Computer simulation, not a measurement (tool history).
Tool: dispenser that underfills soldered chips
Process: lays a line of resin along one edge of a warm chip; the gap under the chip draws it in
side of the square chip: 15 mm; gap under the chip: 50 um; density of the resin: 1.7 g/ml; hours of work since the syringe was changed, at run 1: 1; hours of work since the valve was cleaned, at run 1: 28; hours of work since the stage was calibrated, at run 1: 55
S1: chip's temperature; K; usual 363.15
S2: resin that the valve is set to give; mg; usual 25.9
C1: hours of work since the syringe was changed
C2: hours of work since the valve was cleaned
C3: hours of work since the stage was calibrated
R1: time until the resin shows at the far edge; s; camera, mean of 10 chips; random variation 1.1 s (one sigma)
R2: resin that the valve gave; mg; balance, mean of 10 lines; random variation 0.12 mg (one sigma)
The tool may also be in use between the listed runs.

run  hour      S1    S2  C1  C2   C3     R1     R2
  1   0.0  363.15  25.9   1  28   55  117.0  25.62
  2   2.9  375.15  25.9   3  30   57   91.0  25.57
  3   7.5  375.15  25.9   6  33   60  100.7  25.45
      9.7  -- new syringe of resin
  4  11.9  375.15  25.9   1  36   63   84.9  25.31
  5  17.4  372.15  25.9   5  39   66  106.4  25.29
     21.5  -- new syringe of resin
  6  21.6  372.15  25.9   0  42   69   87.0  25.43
  7  24.9  372.15  25.9   2  44   71   94.1  25.28
  8  29.7  372.15  25.9   5  47   74  105.5  25.20
     33.3  -- new syringe of resin
  9  34.4  363.15  25.9   1  50   77  115.4  25.10
 10  40.2  363.15  25.9   4  53   80  131.1  25.26
     45.1  -- new syringe of resin
 11  45.7  363.15  25.9   0  57   84  111.3  24.86
 12  50.1  363.15  25.9   3  60   86  124.9  25.16
 13  53.5  378.15  25.9   5  62   89   87.7  25.01
     56.8  -- new syringe of resin
 14  60.0  378.15  25.9   2  66   93   79.6  24.89
 15  65.7  374.15  25.9   6  69   96  100.3  25.12
     68.4  -- new syringe of resin
 16  71.4  374.15  25.9   2  73  100   87.2  24.80

Run 17 comes next. What will it give?
 17  75.2  374.15  31.5   4  75  102   ?   ?

{"run 17": {"R1": 89.4, "R2": 30.02}}
Without the tool's hidden state the same run would have given R1 76.2 s, R2 31.38 mg.
